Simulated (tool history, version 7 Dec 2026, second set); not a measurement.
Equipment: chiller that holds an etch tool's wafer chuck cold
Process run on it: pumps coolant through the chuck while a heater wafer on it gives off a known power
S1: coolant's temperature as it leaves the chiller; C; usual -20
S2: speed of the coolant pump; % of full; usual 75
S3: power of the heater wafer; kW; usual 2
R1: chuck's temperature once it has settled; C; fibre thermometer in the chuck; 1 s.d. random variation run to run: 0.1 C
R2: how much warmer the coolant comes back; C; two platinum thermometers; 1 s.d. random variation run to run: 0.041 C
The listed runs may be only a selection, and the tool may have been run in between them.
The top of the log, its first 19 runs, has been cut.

| run | day | S1 | S2 | S3 | R1 | R2 |
|---|---|---|---|---|---|---|
| 20 | 95.846 | -12 | 85 | 2.254 | 11.4 | 9.73 |
| 21 | 99.304 | -15 | 64 | 1.901 | 10.6 | 10.89 |
|  | 102.617 | chiller's thermometer calibrated |
| 22 | 103.121 | -21 | 91 | 1.901 | -3 | 7.64 |
| 23 | 107.354 | -21 | 91 | 1.901 | -3 | 7.7 |
| 24 | 113.371 | -20 | 73 | 1.115 | -6.8 | 5.71 |
| 25 | 120.15 | -27 | 62 | 2.105 | 2 | 12.74 |
| 26 | 126.596 | -27 | 62 | 2.105 | 2.4 | 12.8 |
| 27 | 131.062 | -21 | 71 | 2 | 3.8 | 10.58 |
| 28 | 134.821 | -21 | 71 | 2 | 3.7 | 10.68 |
| 29 | 140.3 | -21 | 92 | 2.781 | 6.4 | 11.25 |

Run 30 has not been measured yet. What should we expect?
|  | 142.771 | coolant changed, channels flushed |
| 30 | 145.729 | -21 | 92 | 2.781 | ? | ? |

R1: 3 C
R2: 11.46 C
The same run, on a tool lacking any hidden state, would have yielded R1 0.5 C, R2 10.33 C.
